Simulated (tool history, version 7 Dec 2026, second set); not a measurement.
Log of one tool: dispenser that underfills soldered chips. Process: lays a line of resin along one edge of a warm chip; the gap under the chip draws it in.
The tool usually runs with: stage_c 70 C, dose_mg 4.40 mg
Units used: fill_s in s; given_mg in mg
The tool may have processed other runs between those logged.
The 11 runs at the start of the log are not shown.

run   hour  stage_c  dose_mg  hours of work since the syringe was changed  hours of work since the valve was cleaned  hours of work since the stage was calibrated  fill_s  given_mg
      64.6  -- new syringe of resin
 12   71.4       70     5.53                                            5                                         43                                           245    10.7      5.42
      74.3  -- new syringe of resin
 13   80.4       84     4.40                                            5                                         50                                           252     5.5      4.30
      84.3  -- new syringe of resin
 14   88.7       84     4.40                                            3                                         56                                           258     5.0      4.28
      94.1  -- new syringe of resin
 15   96.1       84     4.40                                            1                                         61                                           263     4.6      4.30
 16  103.0       84     4.40                                            7                                         66                                           268     6.7      4.23
     104.1  -- new syringe of resin
 17  112.4       84     4.40                                            6                                         73                                           275     6.1      4.21
     114.1  -- new syringe of resin
 18  120.5       84     4.40                                            5                                         78                                           281     5.1      4.23
     124.1  -- new syringe of resin
 19  129.2       84     4.40                                            4                                         85                                           287     5.4      4.18
     134.2  -- new syringe of resin
 20  135.9       70     5.31                                            1                                         89                                           292     7.8      5.06
 21  139.8       70     5.31                                            4                                         92                                           294    10.1      5.03
     143.9  -- new syringe of resin
 22  149.1       82     4.75                                            4                                         99                                           301     5.8      4.50
     153.6  -- new syringe of resin
 23  155.9       77     4.70                                            2                                        104                                           306     5.8      4.46
 24  162.9       77     4.70                                            7                                        109                                           311     8.4      4.43
     163.8  -- new syringe of resin
 25  172.5       77     4.70                                            6                                        116                                           318     8.7      4.43
     173.9  -- new syringe of resin
 26  176.9       77     4.70                                            2                                        119                                           321     6.1      4.42
     183.4  -- dispensing valve cleaned and set on the balance
     184.9  -- new syringe of resin
 27  187.5       77     4.70                                            2                                          3                                           328     5.7      4.72
 28  192.2       77     3.88                                            5                                          6                                           331     7.9      3.88
     195.0  -- new syringe of resin
 29  199.1       77     3.88                                            3                                         11                                           336     6.9      3.84
     204.8  -- new syringe of resin
 30  208.8       76     5.65                                            3                                         18                                           343     6.3      5.53
 31  213.1       78     5.65                                            6                                         21                                           347     7.5      5.63
     214.5  -- new syringe of resin
 32  220.5       69     5.64                                            4                                         27                                           352     9.9      5.56
     224.7  -- new syringe of resin
 33  225.4       81     5.47                                            0                                         30                                           355     3.8      5.37
 34  230.8       81     5.47                                            5                                         34                                           359     5.3      5.36
     234.8  -- new syringe of resin
 35  238.4       70     4.30                                            3                                         39                                           365     8.9      4.20

4 options for the next run, each taken on its own from the tool as it stands now. Forecast them:
  A  243.8       78     4.30                                            7                                         43                                           369       ?         ?
  B  243.8       71     3.90                                            7                                         43                                           369       ?         ?
  C  243.8       70     4.25                                            7                                         43                                           369       ?         ?
  D  243.8       69     4.96                                            7                                         43                                           369       ?         ?

run  fill_s  given_mg
  A     8.5      4.23
  B    11.4      3.87
  C    12.0      4.17
  D    12.4      4.90
Without the tool's unlogged condition, the same runs would have read:
run  fill_s  given_mg
  A     5.7      4.31
  B     7.5      3.95
  C     7.9      4.26
  D     8.2      5.01

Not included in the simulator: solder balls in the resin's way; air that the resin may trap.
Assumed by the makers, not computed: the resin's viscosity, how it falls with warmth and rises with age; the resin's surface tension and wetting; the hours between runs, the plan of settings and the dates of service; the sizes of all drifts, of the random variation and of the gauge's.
